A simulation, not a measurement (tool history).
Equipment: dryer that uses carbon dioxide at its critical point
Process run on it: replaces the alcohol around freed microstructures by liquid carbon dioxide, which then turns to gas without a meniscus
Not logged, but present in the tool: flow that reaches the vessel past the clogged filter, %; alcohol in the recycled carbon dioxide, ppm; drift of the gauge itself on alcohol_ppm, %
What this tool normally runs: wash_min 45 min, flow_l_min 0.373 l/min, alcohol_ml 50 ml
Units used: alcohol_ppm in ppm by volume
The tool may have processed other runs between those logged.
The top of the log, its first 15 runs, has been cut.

| run | day | wash_min | flow_l_min | alcohol_ml | hours of work since the filter was changed | hours of work since the purifier's bed was changed | alcohol_ppm |
|---|---|---|---|---|---|---|---|
| 16 | 14.083 | 65 | 0.373 | 50 | 157 | 1135 | 206 |
| 17 | 14.946 | 65 | 0.373 | 50 | 171 | 1149 | 209 |
| 18 | 15.712 | 45 | 0.373 | 50 | 184 | 1162 | 313 |
|  | 15.846 | inlet filter changed |
| 19 | 16.512 | 45 | 0.373 | 50 | 11 | 1174 | 244 |
| 20 | 17.283 | 45 | 0.373 | 50 | 24 | 1187 | 235 |
| 21 | 17.938 | 45 | 0.373 | 50 | 35 | 1198 | 233 |
| 22 | 19.45 | 45 | 0.373 | 50 | 60 | 1223 | 255 |
| 23 | 20.646 | 45 | 0.373 | 50 | 79 | 1242 | 273 |
|  | 21.533 | purifier's bed changed |
| 24 | 22.183 | 45 | 0.373 | 50 | 103 | 11 | 78 |
| 25 | 23.671 | 45 | 0.373 | 50 | 127 | 35 | 100 |

Run 26, settings as shown, results not yet in. Your forecast:
| 26 | 24.583 | 45 | 0.517 | 41 | 142 | 50 | ? |

{"run 26": {"alcohol_ppm": 28}}
Had the tool carried no hidden state, the very same run would have given alcohol_ppm 12 ppm by volume.
